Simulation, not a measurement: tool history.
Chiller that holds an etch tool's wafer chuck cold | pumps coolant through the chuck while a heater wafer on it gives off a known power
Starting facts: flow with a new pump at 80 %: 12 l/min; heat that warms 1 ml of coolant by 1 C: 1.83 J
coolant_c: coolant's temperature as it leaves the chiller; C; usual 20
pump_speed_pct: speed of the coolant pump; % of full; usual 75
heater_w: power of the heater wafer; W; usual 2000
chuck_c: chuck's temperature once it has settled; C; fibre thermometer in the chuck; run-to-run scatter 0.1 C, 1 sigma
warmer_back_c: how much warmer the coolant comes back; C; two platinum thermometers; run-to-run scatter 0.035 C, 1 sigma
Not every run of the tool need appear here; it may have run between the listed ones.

run	hour	coolant_c	pump_speed_pct	heater_w	chuck_c	warmer_back_c
1	0	20	75	2000	33	5.87
2	70.4	20	75	2000	32.9	5.9
3	122.9	20	75	2865	38.6	8.51
4	204.2	20	75	2865	38.5	8.48
5	288.9	20	75	1063	26.7	3.21
6	353.2	20	75	1063	26.8	3.24
7	431.5	20	75	1063	26.8	3.33
8	513.3	20	75	1063	26.8	3.37
9	579.7	20	75	1063	27	3.39
10	666	20	75	1063	27.1	3.36
11	706.7	20	75	1063	27	3.43
12	783.1	20	81	1063	26.5	3.21
13	833.5	20	81	1063	26.7	3.21
14	926	20	61	2047	35.8	7.88
# hour 978.9: gauge calibrated
15	986.3	13	75	2302	28.1	6.69
16	1072.1	20	78	2508	35.8	7.05
17	1123.3	15	97	2246	26.9	5.05
18	1213	24	68	1811	36.7	6.02
19	1292.7	24	68	1811	36.6	6.05

Run 20 comes next. What will it give?
20	1385.6	24	68	1811	?	?

{"run 20": {"chuck_c": 36.6, "warmer_back_c": 6.08}}
Minus the tool's unlogged condition, the same run would have read chuck_c 36.6 C, warmer_back_c 5.91 C.
